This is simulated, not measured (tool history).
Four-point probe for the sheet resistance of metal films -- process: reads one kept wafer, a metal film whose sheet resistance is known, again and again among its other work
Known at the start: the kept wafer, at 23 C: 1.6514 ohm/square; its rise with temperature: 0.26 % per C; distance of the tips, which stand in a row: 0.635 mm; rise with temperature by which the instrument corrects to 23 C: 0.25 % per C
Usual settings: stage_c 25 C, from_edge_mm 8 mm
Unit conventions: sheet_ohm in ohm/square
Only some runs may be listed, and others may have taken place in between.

| run | hour | stage_c | from_edge_mm | sheet_ohm |
|---|---|---|---|---|
| 1 | 0.0 | 25 | 8 | 1.656304 |
| 2 | 17.0 | 25 | 8 | 1.656468 |
| 3 | 34.2 | 25 | 8 | 1.656648 |
| 4 | 55.4 | 25 | 8 | 1.655839 |
| 5 | 74.0 | 25 | 8 | 1.655911 |
| 6 | 90.5 | 25 | 8 | 1.656808 |
| 7 | 123.2 | 33 | 8 | 1.657265 |
| 8 | 138.9 | 25 | 8 | 1.656758 |
| 9 | 162.3 | 25 | 8 | 1.656852 |
| 10 | 193.4 | 20 | 8 | 1.656306 |
| 11 | 225.6 | 25 | 32 | 1.651583 |
| 12 | 241.2 | 32 | 4 | 1.673721 |
| 13 | 271.0 | 19 | 4 | 1.672254 |
| 14 | 299.9 | 21 | 33 | 1.651328 |
| 15 | 323.2 | 21 | 33 | 1.650666 |
| 16 | 347.3 | 30 | 47 | 1.652240 |
| 17 | 360.8 | 21 | 75 | 1.650095 |
| 18 | 376.2 | 29 | 36 | 1.652880 |
| 19 | 393.1 | 25 | 10 | 1.654977 |
| 20 | 416.1 | 25 | 10 | 1.654830 |
| 21 | 440.8 | 34 | 9 | 1.657419 |
| 22 | 468.2 | 30 | 57 | 1.652422 |

Below, some changes in sheet_ohm between adjacent runs. For each, the amount present without the hidden state too (settings, incoming material, random variation) and the amount remaining for the hidden state with gauge scatter not shared by both compared results:
Unlogged tool condition in this case: inner tips' distance over the nominal, %; tips' flats over new ones', %; wafer's true temperature over the reading, C; drift of the gauge itself on sheet_ohm, %.
Run 6 -> 7: stage_c 25 -> 33. sheet_ohm +0.000457 ohm/square: hidden state +0.000104, all else +0.000353.
Run 11 -> 12: stage_c 25 -> 32, from_edge_mm 32 -> 4. sheet_ohm +0.022138 ohm/square: hidden state +0.000058, all else +0.022080.
Run 13 -> 14: stage_c 19 -> 21, from_edge_mm 4 -> 33. sheet_ohm -0.020926 ohm/square: hidden state +0.000092, all else -0.021018.
Run 20 -> 21: stage_c 25 -> 34, from_edge_mm 10 -> 9. sheet_ohm +0.002589 ohm/square: hidden state +0.000099, all else +0.002490.
